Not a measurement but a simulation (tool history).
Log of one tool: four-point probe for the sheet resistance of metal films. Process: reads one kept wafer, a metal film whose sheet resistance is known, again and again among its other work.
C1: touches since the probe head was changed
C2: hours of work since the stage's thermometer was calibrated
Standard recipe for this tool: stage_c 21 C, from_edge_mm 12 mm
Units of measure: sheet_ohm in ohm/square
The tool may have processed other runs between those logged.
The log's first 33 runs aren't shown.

run 34 day=31.912 | stage_c=30 from_edge_mm=12 | C1=31657 C2=403 | sheet_ohm=1.76159
run 35 day=32.908 | stage_c=30 from_edge_mm=12 | C1=32305 C2=414 | sheet_ohm=1.762251
run 36 day=33.588 | stage_c=22 from_edge_mm=71 | C1=32745 C2=420 | sheet_ohm=1.766038
run 37 day=34.896 | stage_c=33 from_edge_mm=9 | C1=33599 C2=434 | sheet_ohm=1.763263
run 38 day=35.767 | stage_c=22 from_edge_mm=12 | C1=34164 C2=443 | sheet_ohm=1.773125
run 39 day=36.679 | stage_c=22 from_edge_mm=12 | C1=34759 C2=452 | sheet_ohm=1.773433
run 40 day=37.888 | stage_c=31 from_edge_mm=41 | C1=35545 C2=464 | sheet_ohm=1.754358
run 41 day=38.667 | stage_c=31 from_edge_mm=41 | C1=36052 C2=472 | sheet_ohm=1.754468
run 42 day=39.654 | stage_c=31 from_edge_mm=41 | C1=36697 C2=482 | sheet_ohm=1.755052
run 43 day=40.9 | stage_c=32 from_edge_mm=24 | C1=37508 C2=495 | sheet_ohm=1.754552
run 44 day=41.912 | stage_c=24 from_edge_mm=11 | C1=38166 C2=505 | sheet_ohm=1.771796

Predict each of these 5 candidate next runs independently; none follows another, all start after run 44:
run A day=43.3 | stage_c=22 from_edge_mm=4 | C1=39070 C2=519 | sheet_ohm=?
run B day=43.3 | stage_c=23 from_edge_mm=4 | C1=39070 C2=519 | sheet_ohm=?
run C day=43.3 | stage_c=21 from_edge_mm=4 | C1=39070 C2=519 | sheet_ohm=?
run D day=43.3 | stage_c=25 from_edge_mm=15 | C1=39070 C2=519 | sheet_ohm=?
run E day=43.3 | stage_c=30 from_edge_mm=9 | C1=39070 C2=519 | sheet_ohm=?

run=A sheet_ohm=1.823653
run=B sheet_ohm=1.822451
run=C sheet_ohm=1.825534
run=D sheet_ohm=1.76653
run=E sheet_ohm=1.766597
What these runs would have given with no unlogged condition in the tool:
run=A sheet_ohm=1.823821
run=B sheet_ohm=1.822619
run=C sheet_ohm=1.825702
run=D sheet_ohm=1.766693
run=E sheet_ohm=1.76676
